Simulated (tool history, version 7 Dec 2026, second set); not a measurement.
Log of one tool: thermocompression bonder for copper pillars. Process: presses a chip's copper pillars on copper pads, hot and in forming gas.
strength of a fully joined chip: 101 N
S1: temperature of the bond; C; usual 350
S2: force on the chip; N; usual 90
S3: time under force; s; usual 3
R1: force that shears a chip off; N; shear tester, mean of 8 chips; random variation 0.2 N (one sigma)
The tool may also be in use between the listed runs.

| run | hour | S1 | S2 | S3 | R1 |
|---|---|---|---|---|---|
| 1 | 0 | 350 | 90 | 3 | 67.8 |
| 2 | 32.3 | 350 | 86 | 3 | 65.7 |
| 3 | 60.3 | 350 | 86 | 3 | 66.1 |
| 4 | 103.4 | 350 | 86 | 2 | 58.4 |
| 5 | 134 | 350 | 86 | 2 | 58.3 |
| 6 | 161.4 | 350 | 86 | 2 | 58.4 |
| 7 | 186.4 | 350 | 86 | 2 | 58.3 |
|  | 216.3 | forming gas filter changed |
| 8 | 216.3 | 350 | 86 | 2 | 58.5 |
| 9 | 259.7 | 338 | 90 | 3 | 61.1 |
| 10 | 296.1 | 338 | 90 | 3 | 61.1 |
| 11 | 321.2 | 338 | 90 | 3 | 61 |
| 12 | 342.1 | 338 | 90 | 3 | 60.9 |
| 13 | 361.9 | 338 | 90 | 3 | 61.4 |
| 14 | 383.1 | 350 | 60 | 3 | 52.7 |
| 15 | 413.9 | 350 | 90 | 3 | 67.8 |
|  | 432 | forming gas filter changed |
| 16 | 432 | 350 | 65 | 3 | 55.4 |
| 17 | 454.2 | 350 | 65 | 3 | 55.3 |
| 18 | 477.5 | 350 | 65 | 3 | 55.3 |
| 19 | 504.7 | 350 | 90 | 3 | 67.8 |
| 20 | 530.1 | 350 | 81 | 3 | 63.8 |
| 21 | 547.8 | 350 | 81 | 3 | 63.5 |
| 22 | 569.9 | 364 | 62 | 2 | 53.7 |
| 23 | 588.5 | 373 | 67 | 3 | 68.3 |
| 24 | 618.4 | 373 | 67 | 8 | 84.5 |

The next listed run, before its measurement:
| 25 | 643.7 | 377 | 67 | 2 | ? |

Run 25 gave R1 62.9 N.
Without the tool's hidden state the same run would have given R1 62.8 N.
